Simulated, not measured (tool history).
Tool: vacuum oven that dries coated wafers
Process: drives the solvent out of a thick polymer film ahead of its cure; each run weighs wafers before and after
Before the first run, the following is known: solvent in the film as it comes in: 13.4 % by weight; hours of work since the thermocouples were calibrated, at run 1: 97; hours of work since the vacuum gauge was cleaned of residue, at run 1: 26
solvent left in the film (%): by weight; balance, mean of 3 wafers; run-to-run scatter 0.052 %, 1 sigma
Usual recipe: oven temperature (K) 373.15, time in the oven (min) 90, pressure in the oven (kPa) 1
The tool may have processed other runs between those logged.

| run | hour | oven temperature (K) | time in the oven (min) | pressure in the oven (kPa) | hours of work since the thermocouples were calibrated | hours of work since the vacuum gauge was cleaned of residue | solvent left in the film (%) |
|---|---|---|---|---|---|---|---|
| 1 | 0 | 373.15 | 90 | 1 | 97 | 26 | 1.8 |
| 2 | 7.4 | 373.15 | 90 | 1 | 101 | 30 | 1.83 |
| 3 | 14.4 | 373.15 | 90 | 0.85 | 105 | 34 | 1.7 |
| 4 | 22.2 | 358.15 | 90 | 1 | 109 | 38 | 5.73 |
| 5 | 39.2 | 358.15 | 90 | 1 | 117 | 46 | 5.58 |
| 6 | 52.8 | 382.15 | 90 | 1 | 124 | 53 | 0.76 |
| 7 | 64.2 | 382.15 | 90 | 1 | 130 | 59 | 0.59 |
| 8 | 76.9 | 382.15 | 90 | 1 | 137 | 66 | 0.73 |
| 9 | 89.7 | 382.15 | 90 | 1 | 143 | 72 | 0.65 |
| 10 | 100.6 | 382.15 | 90 | 1 | 149 | 78 | 0.71 |
| 11 | 113.2 | 373.15 | 90 | 1 | 155 | 84 | 1.91 |
| 12 | 127.2 | 373.15 | 90 | 1 | 163 | 92 | 1.9 |
| 13 | 134.9 | 373.15 | 90 | 1 | 166 | 95 | 1.78 |
| 14 | 141.9 | 373.15 | 90 | 1.26 | 170 | 99 | 1.97 |
| 15 | 158.9 | 377.15 | 90 | 1 | 179 | 108 | 1.16 |
| 16 | 176 | 377.15 | 90 | 0.78 | 188 | 117 | 1.03 |
| 17 | 185.8 | 377.15 | 90 | 0.78 | 193 | 122 | 1.05 |
| 18 | 194.5 | 377.15 | 90 | 0.78 | 197 | 126 | 1.04 |
| 19 | 207.2 | 377.15 | 90 | 0.78 | 204 | 132 | 1.01 |
| 20 | 222 | 377.15 | 90 | 0.78 | 211 | 140 | 0.95 |
| 21 | 236.4 | 377.15 | 90 | 0.78 | 218 | 147 | 1.06 |
| 22 | 250 | 364.15 | 90 | 1 | 225 | 154 | 3.89 |
| 23 | 264.4 | 373.15 | 90 | 1 | 233 | 162 | 1.89 |
| 24 | 274.7 | 375.15 | 83 | 2.09 | 238 | 167 | 2.28 |
| 25 | 291.7 | 366.15 | 48 | 1.16 | 247 | 176 | 5.85 |
| 26 | 300.4 | 361.15 | 54 | 0.92 | 251 | 180 | 6.65 |
| 27 | 309.8 | 361.15 | 54 | 0.92 | 256 | 185 | 6.64 |
| 28 | 324.6 | 361.15 | 54 | 0.92 | 264 | 193 | 6.65 |
| 29 | 333.3 | 382.15 | 65 | 1.18 | 268 | 197 | 1.28 |
| 30 | 347.4 | 376.15 | 158 | 0.61 | 275 | 204 | 0.54 |
| 31 | 356.3 | 370.15 | 90 | 1 | 280 | 209 | 2.37 |
| 32 | 366.6 | 381.15 | 61 | 0.6 | 285 | 214 | 1.15 |
| 33 | 376.5 | 363.15 | 56 | 3.71 | 290 | 219 | 7.48 |
| 34 | 390.2 | 379.15 | 102 | 1 | 297 | 226 | 0.77 |
| 35 | 400.3 | 370.15 | 102 | 3.15 | 302 | 231 | 3.51 |
| 36 | 415.4 | 370.15 | 102 | 3.15 | 310 | 239 | 3.55 |
| 37 | 431 | 373.15 | 143 | 3.58 | 318 | 247 | 2.63 |
| 38 | 445 | 373.15 | 143 | 3.58 | 325 | 254 | 2.74 |
| 39 | 453.5 | 373.15 | 143 | 3.58 | 330 | 259 | 2.65 |
| 40 | 466.6 | 373.15 | 143 | 3.58 | 336 | 265 | 2.76 |
| 41 | 477.2 | 373.15 | 68 | 1.44 | 342 | 271 | 2.88 |
| 42 | 493.6 | 373.15 | 68 | 0.83 | 350 | 279 | 2.56 |
| 43 | 505 | 358.15 | 90 | 0.87 | 356 | 285 | 5.64 |
| 44 | 520.8 | 358.15 | 90 | 0.87 | 364 | 293 | 5.68 |
| 45 | 532 | 364.15 | 124 | 1.5 | 370 | 299 | 3.33 |

Expected results for the next run?
| 46 | 548.7 | 373.15 | 101 | 1 | 378 | 307 | ? |

Logged for run 46: solvent left in the film (%) 1.53.
Take away the tool's hidden state, keep the run-to-run variation as it was, and the same run would have given solvent left in the film (%) 1.53.
